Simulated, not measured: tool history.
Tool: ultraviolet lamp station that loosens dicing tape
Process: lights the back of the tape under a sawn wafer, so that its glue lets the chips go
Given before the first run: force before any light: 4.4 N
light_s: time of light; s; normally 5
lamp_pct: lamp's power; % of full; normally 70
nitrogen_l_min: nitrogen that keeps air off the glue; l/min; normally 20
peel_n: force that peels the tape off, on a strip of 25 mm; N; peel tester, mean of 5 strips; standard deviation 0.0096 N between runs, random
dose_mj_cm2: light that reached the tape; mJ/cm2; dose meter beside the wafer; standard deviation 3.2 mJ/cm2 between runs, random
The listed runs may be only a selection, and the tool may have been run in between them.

| run | day | light_s | lamp_pct | nitrogen_l_min | peel_n | dose_mj_cm2 |
|---|---|---|---|---|---|---|
| 1 | 0.000 | 5 | 70 | 20 | 0.486 | 459 |
| 2 | 0.542 | 5 | 70 | 20 | 0.496 | 455 |
| 3 | 1.083 | 5 | 70 | 20 | 0.502 | 455 |
| 4 | 1.583 | 5 | 70 | 20 | 0.487 | 454 |
| 5 | 1.825 | 5 | 68 | 20 | 0.513 | 435 |
| 6 | 2.342 | 5 | 70 | 20 | 0.499 | 452 |
| 7 | 2.788 | 5 | 71 | 20 | 0.502 | 449 |
| 8 | 3.167 | 5 | 70 | 20 | 0.494 | 442 |
| 9 | 3.683 | 5 | 70 | 36 | 0.415 | 444 |
| 10 | 3.967 | 5 | 76 | 20 | 0.447 | 477 |
| 11 | 4.354 | 5 | 76 | 20 | 0.470 | 473 |
| 12 | 4.800 | 5 | 70 | 20 | 0.523 | 437 |
| 13 | 5.342 | 5 | 79 | 20 | 0.429 | 484 |
| 14 | 5.821 | 5 | 79 | 20 | 0.451 | 489 |
|  | 5.896 | window cleaned of glue's vapour |
| 15 | 6.233 | 5 | 79 | 20 | 0.466 | 471 |
| 16 | 6.575 | 5 | 79 | 20 | 0.454 | 468 |
|  | 6.779 | window cleaned of glue's vapour, once more |
| 17 | 6.988 | 5 | 70 | 20 | 0.518 | 449 |
| 18 | 7.550 | 5 | 70 | 20 | 0.511 | 446 |
| 19 | 7.921 | 5 | 70 | 20 | 0.518 | 442 |
| 20 | 8.188 | 5 | 70 | 20 | 0.500 | 445 |
| 21 | 8.662 | 5 | 70 | 6 | 0.936 | 439 |
| 22 | 8.942 | 5 | 70 | 6 | 0.919 | 430 |
| 23 | 9.467 | 3 | 70 | 6 | 1.696 | 258 |
| 24 | 9.788 | 3 | 70 | 6 | 1.652 | 258 |
| 25 | 10.225 | 3 | 79 | 10 | 1.223 | 290 |
| 26 | 10.658 | 4 | 68 | 19 | 0.793 | 335 |
| 27 | 11.188 | 3 | 70 | 13 | 1.323 | 258 |
| 28 | 11.446 | 2 | 73 | 17 | 1.781 | 180 |
| 29 | 11.683 | 3 | 73 | 36 | 0.928 | 264 |
| 30 | 12.050 | 5 | 67 | 11 | 0.810 | 405 |
| 31 | 12.462 | 2 | 99 | 13 | 1.435 | 243 |
| 32 | 12.788 | 5 | 95 | 9 | 0.493 | 571 |
| 33 | 13.125 | 3 | 87 | 11 | 1.119 | 310 |
| 34 | 13.675 | 3 | 73 | 35 | 0.967 | 259 |
| 35 | 14.004 | 3 | 73 | 35 | 0.954 | 263 |
| 36 | 14.333 | 3 | 73 | 35 | 0.993 | 258 |
| 37 | 14.679 | 2 | 86 | 35 | 1.292 | 199 |
| 38 | 15.262 | 4 | 70 | 7 | 1.209 | 323 |
| 39 | 15.612 | 5 | 62 | 34 | 0.618 | 355 |
| 40 | 15.892 | 5 | 70 | 11 | 0.772 | 404 |
| 41 | 16.375 | 3 | 87 | 19 | 0.941 | 300 |
| 42 | 16.796 | 4 | 89 | 31 | 0.498 | 408 |

Forecast each of these 3 alternatives for the next run:
| A | 17.283 | 9 | 67 | 7 | ? | ? |
| B | 17.283 | 4 | 96 | 16 | ? | ? |
| C | 17.283 | 4 | 73 | 20 | ? | ? |

| run | peel_n | dose_mj_cm2 |
|---|---|---|
| A | 0.432 | 677 |
| B | 0.576 | 433 |
| C | 0.815 | 330 |
Without the tool's hidden state the same runs would have given:
| run | peel_n | dose_mj_cm2 |
|---|---|---|
| A | 0.297 | 862 |
| B | 0.387 | 550 |
| C | 0.556 | 419 |
